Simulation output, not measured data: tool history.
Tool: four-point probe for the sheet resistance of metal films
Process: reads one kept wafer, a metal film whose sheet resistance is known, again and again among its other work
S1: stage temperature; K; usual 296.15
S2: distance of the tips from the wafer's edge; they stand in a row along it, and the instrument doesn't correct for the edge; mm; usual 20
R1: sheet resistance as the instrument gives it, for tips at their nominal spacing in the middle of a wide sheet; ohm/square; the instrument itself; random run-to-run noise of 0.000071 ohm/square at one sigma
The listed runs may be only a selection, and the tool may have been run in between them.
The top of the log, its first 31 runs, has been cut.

{"run": 32, "hour": 948.4, "S1": 292.15, "S2": 10, "R1": 0.35678}
{"run": 33, "hour": 978.1, "S1": 292.15, "S2": 10, "R1": 0.356719}
{"run": 34, "hour": 1006.8, "S1": 297.15, "S2": 7, "R1": 0.362018}
{"run": 35, "hour": 1037.6, "S1": 294.15, "S2": 47, "R1": 0.354867}
{"run": 36, "hour": 1075.0, "S1": 301.15, "S2": 20, "R1": 0.358399}
{"run": 37, "hour": 1114.7, "S1": 296.15, "S2": 11, "R1": 0.357919}
{"run": 38, "hour": 1147.3, "S1": 296.15, "S2": 11, "R1": 0.357997}
{"run": 39, "hour": 1186.8, "S1": 296.15, "S2": 13, "R1": 0.35733}
{"run": 40, "hour": 1223.6, "S1": 294.15, "S2": 29, "R1": 0.355029}
{"run": 41, "hour": 1240.7, "S1": 294.15, "S2": 29, "R1": 0.355134}
{"run": 42, "hour": 1281.2, "S1": 294.15, "S2": 29, "R1": 0.355159}
{"run": 43, "hour": 1304.1, "S1": 299.15, "S2": 64, "R1": 0.356855}
{"run": 44, "hour": 1342.1, "S1": 299.15, "S2": 64, "R1": 0.356923}
{"run": 45, "hour": 1377.9, "S1": 301.15, "S2": 20, "R1": 0.35836}

Alternative continuations, all from the tool just after run 45; predict every row:
{"run": "A", "hour": 1417.4, "S1": 305.15, "S2": 36, "R1": "?"}
{"run": "B", "hour": 1417.4, "S1": 301.15, "S2": 5, "R1": "?"}
{"run": "C", "hour": 1417.4, "S1": 305.15, "S2": 20, "R1": "?"}

run=A R1=0.359521
run=B R1=0.369730
run=C R1=0.360087
What these runs would have given with no unlogged condition in the tool:
run=A R1=0.359581
run=B R1=0.369782
run=C R1=0.360147
